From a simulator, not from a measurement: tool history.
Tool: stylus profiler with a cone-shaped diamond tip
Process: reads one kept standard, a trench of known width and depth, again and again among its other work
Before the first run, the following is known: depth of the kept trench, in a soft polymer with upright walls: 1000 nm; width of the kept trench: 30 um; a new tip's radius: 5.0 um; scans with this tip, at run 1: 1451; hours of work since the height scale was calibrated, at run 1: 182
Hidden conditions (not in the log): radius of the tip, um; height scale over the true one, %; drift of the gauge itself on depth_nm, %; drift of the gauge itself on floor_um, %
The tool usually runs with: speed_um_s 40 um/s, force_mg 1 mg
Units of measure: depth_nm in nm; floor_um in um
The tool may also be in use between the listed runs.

run	hour	speed_um_s	force_mg	scans with this tip	hours of work since the height scale was calibrated	depth_nm	floor_um
1	0	40	1	1451	182	1009.18	23.84
2	11.5	40	1	1510	190	1009.1	23.83
3	27	40	1	1591	200	1009.51	23.73
4	44.3	40	1.09	1680	211	1009.94	23.8
5	57.2	40	1.09	1747	220	1010.16	23.79
6	65.4	40	1.09	1789	225	1009.77	23.83
7	83.4	40	1.21	1882	237	1010.36	23.76
8	95.3	11	1	1944	244	1009.07	23.88
9	113.2	11	1	2036	256	1009.23	23.85
10	131.5	40	0.98	2131	268	1009.24	23.75
11	146.7	40	0.98	2209	278	1009.25	23.77
12	164.2	18	1	2300	289	1009.57	23.81
13	175.7	18	1	2359	297	1009.63	23.83
14	189.4	18	1.74	2430	306	1013.69	23.83
15	204.5	18	1.74	2508	315	1013.9	23.79
16	213.3	37	1.74	2554	321	1014.04	23.72
17	227.1	17	2.35	2625	330	1016.16	23.84
18	238.9	11	2.49	2686	338	1016.95	23.77
19	256.2	153	0.56	2775	349	1007.05	22.89
20	266.9	38	1.25	2830	356	1011.16	23.74
21	275.2	17	1	2873	361	1009.39	23.73
22	289.8	17	1	2949	371	1010.05	23.76
23	298.6	17	1	2994	376	1009.81	23.76
24	312.9	17	1	3068	386	1009.34	23.75
25	330.7	26	0.42	3160	397	1005.59	23.66
26	342.5	26	0.42	3221	405	1005.5	23.61
27	361	53	1	3317	417	1009.92	23.55
28	375.4	15	1	3391	426	1009.88	23.71
29	386.6	21	0.9	3449	434	1009.14	23.64

Had the tool no unlogged condition, and each run kept its random variation, what would the results have been?
run	depth_nm	floor_um
1	1009.13	23.85
2	1009.03	23.85
3	1009.41	23.76
4	1009.81	23.84
5	1010	23.83
6	1009.6	23.88
7	1010.15	23.82
8	1008.84	23.94
9	1008.96	23.93
10	1008.93	23.83
11	1008.91	23.86
12	1009.21	23.91
13	1009.24	23.94
14	1013.27	23.94
15	1013.45	23.91
16	1013.57	23.85
17	1015.66	23.97
18	1016.43	23.91
19	1006.51	23.04
20	1010.59	23.89
21	1008.81	23.89
22	1009.44	23.93
23	1009.19	23.93
24	1008.69	23.93
25	1004.91	23.84
26	1004.79	23.8
27	1009.18	23.75
28	1009.1	23.92
29	1008.34	23.85
